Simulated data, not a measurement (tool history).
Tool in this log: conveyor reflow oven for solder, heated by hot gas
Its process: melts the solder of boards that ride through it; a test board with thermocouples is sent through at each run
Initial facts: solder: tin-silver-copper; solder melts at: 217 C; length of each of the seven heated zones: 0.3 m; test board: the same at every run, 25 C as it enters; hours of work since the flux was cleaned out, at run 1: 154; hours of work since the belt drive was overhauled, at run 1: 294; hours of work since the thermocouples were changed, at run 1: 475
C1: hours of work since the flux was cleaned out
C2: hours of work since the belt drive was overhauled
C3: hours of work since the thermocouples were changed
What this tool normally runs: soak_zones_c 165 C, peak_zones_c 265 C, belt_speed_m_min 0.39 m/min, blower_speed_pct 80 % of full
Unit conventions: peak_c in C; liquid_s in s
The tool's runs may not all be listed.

run 1 day=0 | soak_zones_c=165 peak_zones_c=265 belt_speed_m_min=0.39 blower_speed_pct=80 | C1=154 C2=294 C3=475 | peak_c=256 liquid_s=71.1
run 2 day=0.783 | soak_zones_c=165 peak_zones_c=265 belt_speed_m_min=0.47 blower_speed_pct=80 | C1=162 C2=302 C3=483 | peak_c=250.4 liquid_s=53.9
run 3 day=1.562 | soak_zones_c=165 peak_zones_c=265 belt_speed_m_min=0.47 blower_speed_pct=80 | C1=170 C2=310 C3=491 | peak_c=250.7 liquid_s=54
run 4 day=2.192 | soak_zones_c=165 peak_zones_c=265 belt_speed_m_min=0.39 blower_speed_pct=80 | C1=176 C2=317 C3=498 | peak_c=255.7 liquid_s=71.2
run 5 day=3.317 | soak_zones_c=165 peak_zones_c=265 belt_speed_m_min=0.39 blower_speed_pct=80 | C1=188 C2=329 C3=510 | peak_c=255.6 liquid_s=71.1
run 6 day=4.554 | soak_zones_c=165 peak_zones_c=265 belt_speed_m_min=0.39 blower_speed_pct=80 | C1=201 C2=342 C3=522 | peak_c=255.8 liquid_s=70.9
run 7 day=5.271 | soak_zones_c=165 peak_zones_c=265 belt_speed_m_min=0.39 blower_speed_pct=80 | C1=208 C2=349 C3=530 | peak_c=255.3 liquid_s=70.7
run 8 day=6.129 | soak_zones_c=165 peak_zones_c=265 belt_speed_m_min=0.39 blower_speed_pct=80 | C1=217 C2=358 C3=539 | peak_c=255.6 liquid_s=71.1
run 9 day=7.342 | soak_zones_c=165 peak_zones_c=265 belt_speed_m_min=0.39 blower_speed_pct=80 | C1=230 C2=370 C3=551 | peak_c=255.6 liquid_s=70.7
run 10 day=7.904 | soak_zones_c=167 peak_zones_c=265 belt_speed_m_min=0.374 blower_speed_pct=84 | C1=236 C2=376 C3=557 | peak_c=256.9 liquid_s=76.4
-- day=8.15 belt drive overhauled, speed set with a stopwatch
run 11 day=8.617 | soak_zones_c=167 peak_zones_c=265 belt_speed_m_min=0.374 blower_speed_pct=84 | C1=241 C2=5 C3=563 | peak_c=257.1 liquid_s=76.6
run 12 day=9.438 | soak_zones_c=166 peak_zones_c=254 belt_speed_m_min=0.31 blower_speed_pct=55 | C1=250 C2=13 C3=571 | peak_c=247.5 liquid_s=83.9
run 13 day=10.45 | soak_zones_c=166 peak_zones_c=254 belt_speed_m_min=0.31 blower_speed_pct=55 | C1=260 C2=24 C3=582 | peak_c=247.5 liquid_s=83.5
run 14 day=11.7 | soak_zones_c=173 peak_zones_c=271 belt_speed_m_min=0.31 blower_speed_pct=55 | C1=273 C2=37 C3=595 | peak_c=264.6 liquid_s=101.4

Forecast each of these 3 alternatives for the next run:
run A day=12.446 | soak_zones_c=165 peak_zones_c=276 belt_speed_m_min=0.39 blower_speed_pct=84 | C1=281 C2=45 C3=603 | peak_c=? liquid_s=?
run B day=12.446 | soak_zones_c=164 peak_zones_c=265 belt_speed_m_min=0.39 blower_speed_pct=80 | C1=281 C2=45 C3=603 | peak_c=? liquid_s=?
run C day=12.446 | soak_zones_c=173 peak_zones_c=258 belt_speed_m_min=0.398 blower_speed_pct=55 | C1=281 C2=45 C3=603 | peak_c=? liquid_s=?

run=A peak_c=266.6 liquid_s=77.7
run=B peak_c=255.3 liquid_s=70.4
run=C peak_c=245.9 liquid_s=63.3
With the hidden condition removed and each run's random variation left untouched, the same runs would have given:
run=A peak_c=267.2 liquid_s=77.9
run=B peak_c=255.9 liquid_s=71.1
run=C peak_c=246.1 liquid_s=63.8

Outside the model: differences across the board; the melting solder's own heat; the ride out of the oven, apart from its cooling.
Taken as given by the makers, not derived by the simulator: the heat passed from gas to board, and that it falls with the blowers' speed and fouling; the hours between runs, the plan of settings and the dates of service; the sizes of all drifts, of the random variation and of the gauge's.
